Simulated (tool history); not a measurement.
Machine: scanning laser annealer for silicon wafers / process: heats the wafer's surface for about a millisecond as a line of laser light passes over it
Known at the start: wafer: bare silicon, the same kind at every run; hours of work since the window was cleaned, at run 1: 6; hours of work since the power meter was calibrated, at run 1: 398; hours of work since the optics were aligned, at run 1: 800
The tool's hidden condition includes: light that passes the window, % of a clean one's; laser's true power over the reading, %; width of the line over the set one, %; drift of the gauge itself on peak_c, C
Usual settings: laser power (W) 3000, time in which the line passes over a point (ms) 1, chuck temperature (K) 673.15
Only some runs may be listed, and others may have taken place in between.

run,hour,laser power (W),time in which the line passes over a point (ms),chuck temperature (K),hours of work since the window was cleaned,hours of work since the power meter was calibrated,hours of work since the optics were aligned,highest temperature of the surface (K)
1,0,3000,1,673.15,6,398,800,1404.15
2,14.9,3000,1,673.15,17,409,811,1406.15
3,30.2,3000,1,673.15,29,421,823,1399.15
4,44.3,3000,1,673.15,40,432,834,1404.15
5,57,3000,1,673.15,50,442,844,1402.15
6,67.4,3000,1,673.15,58,450,852,1402.15
7,77.4,3000,1,673.15,66,458,860,1402.15
8,87.5,3000,1,673.15,73,465,868,1396.15
9,102.4,3000,1,673.15,85,477,879,1398.15
10,113.6,3000,1,673.15,94,486,888,1397.15
11,126.4,3000,1.1,673.15,104,496,898,1435.15
12,139.7,3000,1.1,673.15,114,506,908,1436.15
13,150.3,3000,1.1,673.15,122,514,916,1435.15
14,167.7,3000,1.1,673.15,136,528,930,1434.15
15,179.2,3000,1.1,673.15,145,537,939,1432.15
16,189.2,3000,1.1,673.15,152,544,946,1429.15
17,197,3174,1,673.15,158,550,953,1441.15
18,213.1,3000,1,673.15,171,563,965,1393.15
19,226.2,3000,1,673.15,181,573,975,1388.15
20,238.2,3000,1,673.15,190,582,985,1389.15
21,250.3,3000,1,673.15,200,592,994,1386.15
22,264.8,3089,1,666.15,211,603,1005,1401.15
23,277.3,2997,0.8,666.15,221,613,1015,1293.15
24,288.1,2633,0.86,670.15,229,621,1023,1229.15
# hour 294.7: optics aligned, line set to its width
25,303.1,2633,0.86,670.15,237,629,7,1230.15
26,312.6,2642,1,706.15,244,636,14,1321.15
27,323,3077,1,673.15,252,644,22,1401.15

What will run 28 give?
28,335.6,2896,0.97,712.15,262,654,32,?

highest temperature of the surface (K): 1380.15
If the tool had no hidden condition, the same run with the same run-to-run variation would have returned highest temperature of the surface (K) 1411.15.
